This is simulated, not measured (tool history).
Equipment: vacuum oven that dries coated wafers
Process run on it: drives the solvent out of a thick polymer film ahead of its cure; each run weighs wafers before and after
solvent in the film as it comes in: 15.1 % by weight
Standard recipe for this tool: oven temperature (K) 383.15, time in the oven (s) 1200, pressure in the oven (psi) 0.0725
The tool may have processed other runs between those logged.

run 1 hour=0.0 | oven_temperature_(K)=383.15 time_in_the_oven_(s)=1200 pressure_in_the_oven_(psi)=0.0725 | solvent_left_in_the_film_(%)=1.16
run 2 hour=17.7 | oven_temperature_(K)=380.15 time_in_the_oven_(s)=1200 pressure_in_the_oven_(psi)=0.0725 | solvent_left_in_the_film_(%)=1.43
run 3 hour=39.2 | oven_temperature_(K)=380.15 time_in_the_oven_(s)=1200 pressure_in_the_oven_(psi)=0.0725 | solvent_left_in_the_film_(%)=1.42
run 4 hour=57.6 | oven_temperature_(K)=383.15 time_in_the_oven_(s)=1200 pressure_in_the_oven_(psi)=0.0725 | solvent_left_in_the_film_(%)=1.12
run 5 hour=75.6 | oven_temperature_(K)=383.15 time_in_the_oven_(s)=1200 pressure_in_the_oven_(psi)=0.2087 | solvent_left_in_the_film_(%)=1.75
run 6 hour=94.6 | oven_temperature_(K)=383.15 time_in_the_oven_(s)=1200 pressure_in_the_oven_(psi)=0.2087 | solvent_left_in_the_film_(%)=1.74
run 7 hour=110.2 | oven_temperature_(K)=383.15 time_in_the_oven_(s)=1200 pressure_in_the_oven_(psi)=0.0725 | solvent_left_in_the_film_(%)=1.11
run 8 hour=125.6 | oven_temperature_(K)=383.15 time_in_the_oven_(s)=1200 pressure_in_the_oven_(psi)=0.0380 | solvent_left_in_the_film_(%)=0.96
run 9 hour=137.9 | oven_temperature_(K)=383.15 time_in_the_oven_(s)=1200 pressure_in_the_oven_(psi)=0.0380 | solvent_left_in_the_film_(%)=0.96
run 10 hour=148.3 | oven_temperature_(K)=383.15 time_in_the_oven_(s)=1200 pressure_in_the_oven_(psi)=0.0380 | solvent_left_in_the_film_(%)=1.10
run 11 hour=166.4 | oven_temperature_(K)=383.15 time_in_the_oven_(s)=1200 pressure_in_the_oven_(psi)=0.0380 | solvent_left_in_the_film_(%)=1.09
-- hour=170.1 oven's thermocouples calibrated
run 12 hour=187.3 | oven_temperature_(K)=383.15 time_in_the_oven_(s)=1200 pressure_in_the_oven_(psi)=0.0725 | solvent_left_in_the_film_(%)=1.05
run 13 hour=198.6 | oven_temperature_(K)=383.15 time_in_the_oven_(s)=1200 pressure_in_the_oven_(psi)=0.0725 | solvent_left_in_the_film_(%)=1.15
run 14 hour=213.2 | oven_temperature_(K)=383.15 time_in_the_oven_(s)=1200 pressure_in_the_oven_(psi)=0.0725 | solvent_left_in_the_film_(%)=1.20
run 15 hour=229.1 | oven_temperature_(K)=383.15 time_in_the_oven_(s)=1200 pressure_in_the_oven_(psi)=0.0725 | solvent_left_in_the_film_(%)=1.05
run 16 hour=247.7 | oven_temperature_(K)=383.15 time_in_the_oven_(s)=1200 pressure_in_the_oven_(psi)=0.0725 | solvent_left_in_the_film_(%)=1.07
run 17 hour=266.8 | oven_temperature_(K)=383.15 time_in_the_oven_(s)=1020 pressure_in_the_oven_(psi)=0.0966 | solvent_left_in_the_film_(%)=1.62
-- hour=279.4 oven's thermocouples calibrated, once more
run 18 hour=284.7 | oven_temperature_(K)=373.15 time_in_the_oven_(s)=660 pressure_in_the_oven_(psi)=0.1054 | solvent_left_in_the_film_(%)=5.22
run 19 hour=305.1 | oven_temperature_(K)=392.15 time_in_the_oven_(s)=2100 pressure_in_the_oven_(psi)=0.0725 | solvent_left_in_the_film_(%)=0.42
run 20 hour=323.4 | oven_temperature_(K)=388.15 time_in_the_oven_(s)=840 pressure_in_the_oven_(psi)=0.0725 | solvent_left_in_the_film_(%)=1.59
run 21 hour=343.9 | oven_temperature_(K)=388.15 time_in_the_oven_(s)=840 pressure_in_the_oven_(psi)=0.0725 | solvent_left_in_the_film_(%)=1.58
run 22 hour=353.6 | oven_temperature_(K)=370.15 time_in_the_oven_(s)=1920 pressure_in_the_oven_(psi)=0.1669 | solvent_left_in_the_film_(%)=2.46

Predict the results of run 23:
run 23 hour=368.1 | oven_temperature_(K)=383.15 time_in_the_oven_(s)=960 pressure_in_the_oven_(psi)=0.1186 | solvent_left_in_the_film_(%)=?

{"run 23": {"solvent left in the film (%)": 2.06}}
Were there no unlogged condition in the tool, this run, its random variation unchanged, would have produced solvent left in the film (%) 1.92.
